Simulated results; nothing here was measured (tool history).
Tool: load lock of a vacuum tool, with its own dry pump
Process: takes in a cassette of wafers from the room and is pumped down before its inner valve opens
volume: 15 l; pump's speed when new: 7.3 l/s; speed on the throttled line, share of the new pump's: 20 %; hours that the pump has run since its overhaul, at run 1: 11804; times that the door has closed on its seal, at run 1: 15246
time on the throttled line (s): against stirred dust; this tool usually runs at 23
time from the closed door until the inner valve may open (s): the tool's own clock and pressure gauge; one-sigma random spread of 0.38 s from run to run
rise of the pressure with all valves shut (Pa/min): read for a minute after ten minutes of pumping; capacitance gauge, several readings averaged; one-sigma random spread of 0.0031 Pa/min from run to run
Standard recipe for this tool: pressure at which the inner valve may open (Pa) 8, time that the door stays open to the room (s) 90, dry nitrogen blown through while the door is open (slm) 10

run    hour  time on the throttled line (s)  pressure at which the inner valve may open (Pa)  time that the door stays open to the room (s)  dry nitrogen blown through while the door is open (slm)  hours that the pump has run since its overhaul  times that the door has closed on its seal  incoming humidity of the room's air, %  time from the closed door until the inner valve may open (s)  rise of the pressure with all valves shut (Pa/min)
  1     0.0                              23                                                8                                             90                                                       10                                           11804                                       15246                                    45.5                                                          41.4                                               0.137
  2   331.7                              23                                                8                                             90                                                       10                                           12135                                       16819                                    41.4                                                          42.1                                               0.133
  3   724.1                              23                                                8                                             90                                                       10                                           12528                                       18681                                    45.6                                                          42.5                                               0.147
      869.4  -- dry pump taken out, an overhauled one fitted
  4  1219.8                              23                                                8                                             90                                                       10                                             350                                       21003                                    46.4                                                          37.6                                               0.160
  5  1639.4                              23                                                8                                             90                                                       10                                             770                                       22994                                    44.8                                                          37.9                                               0.168
  6  1994.1                              23                                                8                                             90                                                       10                                            1125                                       24676                                    44.5                                                          37.8                                               0.176

Run 7 comes next. What will it give?
  7  2366.1                              23                                                8                                             90                                                       10                                            1497                                       26441                                    45.4                                                             ?                                                   ?

Run 7 came out at time from the closed door until the inner valve may open (s) 38.1, rise of the pressure with all valves shut (Pa/min) 0.188.
Minus the tool's unlogged condition, the same run would have read time from the closed door until the inner valve may open (s) 37.9, rise of the pressure with all valves shut (Pa/min) 0.101.

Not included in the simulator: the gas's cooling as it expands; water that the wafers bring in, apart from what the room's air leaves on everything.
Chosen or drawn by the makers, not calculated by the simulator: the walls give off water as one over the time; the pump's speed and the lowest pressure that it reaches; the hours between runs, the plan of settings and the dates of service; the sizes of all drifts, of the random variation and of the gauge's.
